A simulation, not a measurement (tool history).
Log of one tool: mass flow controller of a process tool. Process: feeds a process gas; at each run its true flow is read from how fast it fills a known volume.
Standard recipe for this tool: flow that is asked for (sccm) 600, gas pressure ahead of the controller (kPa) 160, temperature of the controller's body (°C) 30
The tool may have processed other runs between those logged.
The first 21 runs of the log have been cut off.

run    hour  flow that is asked for (sccm)  gas pressure ahead of the controller (kPa)  temperature of the controller's body (°C)  true flow (%)
 22  2190.1                            600                                         160                                         34          99.19
 23  2304.1                            397                                         143                                         34          98.45
 24  2367.1                            229                                         155                                         20          97.26
 25  2423.1                            267                                         189                                         26          98.03
 26  2539.5                            789                                         243                                         26          99.82
 27  2656.1                            789                                         243                                         26          99.67
 28  2722.4                            179                                         243                                         26          97.91
 29  2847.6                            179                                         243                                         26          97.85
 30  2978.4                            270                                         203                                         26          98.13
 31  3072.9                            308                                         147                                         36          98.39
 32  3207.3                            308                                         147                                         36          98.33
 33  3343.8                            275                                         147                                         28          97.81
 34  3435.7                            190                                         147                                         32          97.86
 35  3519.0                            107                                         160                                         33          97.88
 36  3634.6                            600                                         214                                         22          98.73
 37  3744.7                            600                                         172                                         30          98.94
 38  3812.4                            385                                         164                                         30          98.44
 39  3879.3                            385                                         164                                         30          98.42
 40  3962.1                            385                                         152                                         21          97.73
 41  4077.2                            273                                         277                                         22          98.23
 42  4199.7                            260                                         186                                         20          97.63
 43  4280.6                            189                                         147                                         38          98.22
 44  4351.3                            189                                         147                                         27          97.58

4 ways to go on from here, each from the tool as it stands after run 44. What would each give?
  A  4445.5                            297                                         147                                         36              ?
  B  4445.5                            469                                         166                                         29              ?
  C  4445.5                            600                                         277                                         30              ?
  D  4445.5                            600                                         162                                         23              ?

run  true flow (%)
  A          98.39
  B          98.61
  C          99.60
  D          98.53
Without the tool's unlogged condition, the same runs would have read:
run  true flow (%)
  A          98.40
  B          98.62
  C          99.60
  D          98.53
